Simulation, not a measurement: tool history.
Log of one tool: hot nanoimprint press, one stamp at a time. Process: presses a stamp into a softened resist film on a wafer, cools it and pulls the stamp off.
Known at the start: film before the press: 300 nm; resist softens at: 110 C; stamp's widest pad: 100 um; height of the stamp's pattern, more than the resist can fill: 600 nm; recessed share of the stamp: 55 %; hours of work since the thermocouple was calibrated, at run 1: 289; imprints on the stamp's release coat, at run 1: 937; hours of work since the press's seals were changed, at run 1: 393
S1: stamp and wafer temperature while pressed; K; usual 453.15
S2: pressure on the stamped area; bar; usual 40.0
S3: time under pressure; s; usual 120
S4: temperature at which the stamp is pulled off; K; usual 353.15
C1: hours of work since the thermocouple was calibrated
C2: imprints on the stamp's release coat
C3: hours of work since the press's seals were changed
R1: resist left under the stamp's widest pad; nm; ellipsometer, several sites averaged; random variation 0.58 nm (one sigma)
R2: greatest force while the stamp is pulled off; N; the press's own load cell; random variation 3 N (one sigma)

run,day,S1,S2,S3,S4,C1,C2,C3,R1,R2
1,0.000,453.15,40.0,120,353.15,289,937,393,117.1,201
# day 1.567: stamp cleaned and given a new release coat
2,2.842,453.15,40.0,120,353.15,335,114,439,117.3,170
# day 3.683: plate thermocouple calibrated
3,6.004,453.15,40.0,120,353.15,41,387,493,121.7,175
4,9.242,453.15,40.0,120,353.15,99,678,550,122.0,189
5,12.208,453.15,40.0,120,353.15,151,945,603,122.8,199
# day 13.833: stamp cleaned and given a new release coat
6,15.862,453.15,40.0,120,353.15,212,183,664,124.8,175
7,18.375,453.15,40.0,120,353.15,257,409,708,124.1,177
8,20.221,453.15,40.0,120,353.15,289,575,741,125.5,187
# day 21.200: plate thermocouple calibrated, once more
9,22.583,453.15,40.0,120,353.15,25,775,781,115.9,191
10,24.925,462.15,40.0,120,347.15,66,986,822,79.0,212
# day 26.046: stamp cleaned and given a new release coat
11,27.258,462.15,34.2,84,347.15,103,109,859,97.4,178
12,29.800,460.15,63.6,178,346.15,148,338,905,57.2,184
13,32.004,453.15,40.0,187,349.15,187,536,944,101.6,191
14,33.888,453.15,40.0,187,349.15,221,705,977,101.8,197
# day 35.696: press's hydraulic seals changed and the load cell set to zero
15,37.175,441.15,40.0,187,349.15,273,971,26,175.1,204
# day 38.371: stamp cleaned and given a new release coat
16,40.442,460.15,30.1,68,353.15,327,186,80,122.5,169
# day 41.779: plate thermocouple calibrated
17,43.888,442.15,40.0,120,350.15,37,485,139,184.0,191
18,46.546,442.15,40.0,120,350.15,85,724,186,185.6,192

4 ways to go on from here, each from the tool as it stands after run 18. What would each give?
A,49.250,442.15,40.0,66,344.15,133,967,234,?,?
B,49.250,442.15,34.1,120,350.15,133,967,234,?,?
C,49.250,441.15,47.3,120,350.15,133,967,234,?,?
D,49.250,442.15,24.6,66,352.15,133,967,234,?,?

run,R1,R2
A,216.7,219
B,199.5,204
C,182.6,204
D,249.6,204
Without the tool's hidden state the same runs would have given:
run,R1,R2
A,212.7,180
B,195.6,167
C,177.9,167
D,247.0,167

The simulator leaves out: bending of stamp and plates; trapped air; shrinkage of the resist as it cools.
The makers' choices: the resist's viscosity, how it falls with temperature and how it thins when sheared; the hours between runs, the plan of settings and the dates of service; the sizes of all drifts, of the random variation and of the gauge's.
